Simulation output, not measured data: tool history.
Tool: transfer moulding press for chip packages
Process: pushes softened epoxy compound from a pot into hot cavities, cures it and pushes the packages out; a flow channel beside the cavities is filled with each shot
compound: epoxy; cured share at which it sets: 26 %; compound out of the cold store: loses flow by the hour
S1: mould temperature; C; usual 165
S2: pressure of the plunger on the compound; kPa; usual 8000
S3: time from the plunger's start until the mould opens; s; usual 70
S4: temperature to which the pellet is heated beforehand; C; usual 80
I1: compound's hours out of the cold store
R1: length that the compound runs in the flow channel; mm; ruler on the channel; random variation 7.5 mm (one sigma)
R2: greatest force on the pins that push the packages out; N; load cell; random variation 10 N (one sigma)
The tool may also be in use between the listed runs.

{"run": 1, "hour": 0.0, "S1": 165, "S2": 8000, "S3": 70, "S4": 80, "I1": 33.1, "R1": 796, "R2": 573}
{"hour": 50.6, "done": "cavities cleaned with cleaning compound and waxed"}
{"run": 2, "hour": 59.3, "S1": 165, "S2": 7120, "S3": 70, "S4": 80, "I1": 43.7, "R1": 717, "R2": 519}
{"hour": 121.7, "done": "cavities cleaned with cleaning compound and waxed"}
{"run": 3, "hour": 127.8, "S1": 165, "S2": 8000, "S3": 70, "S4": 85, "I1": 44.1, "R1": 745, "R2": 500}
{"hour": 188.5, "done": "cavities cleaned with cleaning compound and waxed"}
{"run": 4, "hour": 188.7, "S1": 165, "S2": 8000, "S3": 70, "S4": 80, "I1": 12.6, "R1": 822, "R2": 502}
{"hour": 229.7, "done": "mould's thermocouples calibrated"}
{"hour": 259.0, "done": "cavities cleaned with cleaning compound and waxed"}
{"run": 5, "hour": 273.3, "S1": 165, "S2": 8000, "S3": 70, "S4": 80, "I1": 29, "R1": 752, "R2": 530}
{"hour": 325.4, "done": "cavities cleaned with cleaning compound and waxed"}
{"run": 6, "hour": 331.2, "S1": 165, "S2": 8000, "S3": 57, "S4": 80, "I1": 42.3, "R1": 695, "R2": 858}
{"hour": 391.5, "done": "cavities cleaned with cleaning compound and waxed"}
{"run": 7, "hour": 406.6, "S1": 165, "S2": 8000, "S3": 57, "S4": 80, "I1": 40.4, "R1": 681, "R2": 926}
{"hour": 422.7, "done": "plunger's sealing rings changed"}
{"hour": 461.4, "done": "cavities cleaned with cleaning compound and waxed"}
{"run": 8, "hour": 477.4, "S1": 165, "S2": 8000, "S3": 57, "S4": 80, "I1": 46.2, "R1": 771, "R2": 956}
{"hour": 526.8, "done": "cavities cleaned with cleaning compound and waxed"}
{"run": 9, "hour": 545.1, "S1": 165, "S2": 8000, "S3": 70, "S4": 80, "I1": 31.3, "R1": 792, "R2": 560}
{"run": 10, "hour": 586.7, "S1": 165, "S2": 8000, "S3": 70, "S4": 80, "I1": 33.8, "R1": 775, "R2": 648}
{"hour": 591.9, "done": "cavities cleaned with cleaning compound and waxed"}
{"hour": 659.5, "done": "cavities cleaned with cleaning compound and waxed"}
{"run": 11, "hour": 668.1, "S1": 165, "S2": 8000, "S3": 70, "S4": 80, "I1": 26, "R1": 781, "R2": 511}
{"hour": 725.8, "done": "cavities cleaned with cleaning compound and waxed"}
{"run": 12, "hour": 729.7, "S1": 165, "S2": 8000, "S3": 70, "S4": 80, "I1": 29.1, "R1": 756, "R2": 509}
{"run": 13, "hour": 784.7, "S1": 165, "S2": 8000, "S3": 70, "S4": 80, "I1": 11.5, "R1": 797, "R2": 702}
{"hour": 794.3, "done": "cavities cleaned with cleaning compound and waxed"}
{"hour": 861.9, "done": "cavities cleaned with cleaning compound and waxed"}
{"run": 14, "hour": 861.9, "S1": 168, "S2": 8000, "S3": 70, "S4": 85, "I1": 14.9, "R1": 753, "R2": 400}
{"hour": 879.0, "done": "plunger's sealing rings changed"}
{"hour": 932.1, "done": "cavities cleaned with cleaning compound and waxed"}
{"run": 15, "hour": 946.8, "S1": 166, "S2": 8000, "S3": 70, "S4": 81, "I1": 17.6, "R1": 854, "R2": 532}
{"hour": 984.5, "done": "mould's thermocouples calibrated"}
{"run": 16, "hour": 997.1, "S1": 165, "S2": 7670, "S3": 56, "S4": 80, "I1": 45.3, "R1": 727, "R2": 1099}
{"hour": 1006.2, "done": "cavities cleaned with cleaning compound and waxed"}
{"run": 17, "hour": 1040.1, "S1": 160, "S2": 7510, "S3": 105, "S4": 72, "I1": 9.3, "R1": 846, "R2": 384}
{"hour": 1073.4, "done": "cavities cleaned with cleaning compound and waxed"}
{"run": 18, "hour": 1098.4, "S1": 160, "S2": 7510, "S3": 105, "S4": 72, "I1": 32.2, "R1": 753, "R2": 380}
{"hour": 1146.1, "done": "cavities cleaned with cleaning compound and waxed"}
{"run": 19, "hour": 1150.2, "S1": 160, "S2": 7510, "S3": 105, "S4": 72, "I1": 40.5, "R1": 721, "R2": 327}
{"hour": 1211.5, "done": "cavities cleaned with cleaning compound and waxed"}
{"run": 20, "hour": 1237.8, "S1": 166, "S2": 7510, "S3": 105, "S4": 84, "I1": 19.4, "R1": 748, "R2": 337}
{"hour": 1281.3, "done": "cavities cleaned with cleaning compound and waxed"}
{"run": 21, "hour": 1290.9, "S1": 170, "S2": 8780, "S3": 105, "S4": 84, "I1": 46.4, "R1": 689, "R2": 306}
{"hour": 1329.8, "done": "plunger's sealing rings changed"}
{"run": 22, "hour": 1329.8, "S1": 170, "S2": 8780, "S3": 105, "S4": 84, "I1": 40, "R1": 826, "R2": 368}
{"hour": 1348.9, "done": "cavities cleaned with cleaning compound and waxed"}
{"hour": 1417.4, "done": "cavities cleaned with cleaning compound and waxed"}
{"run": 23, "hour": 1420.7, "S1": 170, "S2": 8780, "S3": 105, "S4": 84, "I1": 13.7, "R1": 878, "R2": 275}
{"run": 24, "hour": 1461.1, "S1": 170, "S2": 8780, "S3": 105, "S4": 84, "I1": 8.2, "R1": 900, "R2": 366}
{"hour": 1483.9, "done": "cavities cleaned with cleaning compound and waxed"}
{"run": 25, "hour": 1511.0, "S1": 170, "S2": 8780, "S3": 105, "S4": 84, "I1": 32.3, "R1": 796, "R2": 340}
{"hour": 1554.3, "done": "cavities cleaned with cleaning compound and waxed"}
{"run": 26, "hour": 1570.7, "S1": 169, "S2": 8090, "S3": 70, "S4": 80, "I1": 41.7, "R1": 735, "R2": 422}

Hidden state or all else? Some run-to-run changes of R1, split into what the settings, what came in and random variation would give without the hidden state, and what is left for the hidden state (with any gauge scatter that isn't in both results):
The hidden state here: true mould temperature over the reading, C; pressure that reaches the compound, % of what is set; grip of the stained cavities, % over clean ones'; drift of the gauge itself on flow_mm, %; drift of the gauge itself on push_out_n, %.
Run 14 -> 15: S1 168 -> 166, S4 85 -> 81, plunger's sealing rings changed, cavities cleaned with cleaning compound and waxed. R1 +101 mm: hidden state +96, all else +5.
Run 15 -> 16: S1 166 -> 165, S2 8000 -> 7670, S3 70 -> 56, S4 81 -> 80, mould's thermocouples calibrated. R1 -127 mm: hidden state -12, all else -115.
Run 21 -> 22: plunger's sealing rings changed. R1 +137 mm: hidden state +96, all else +41.
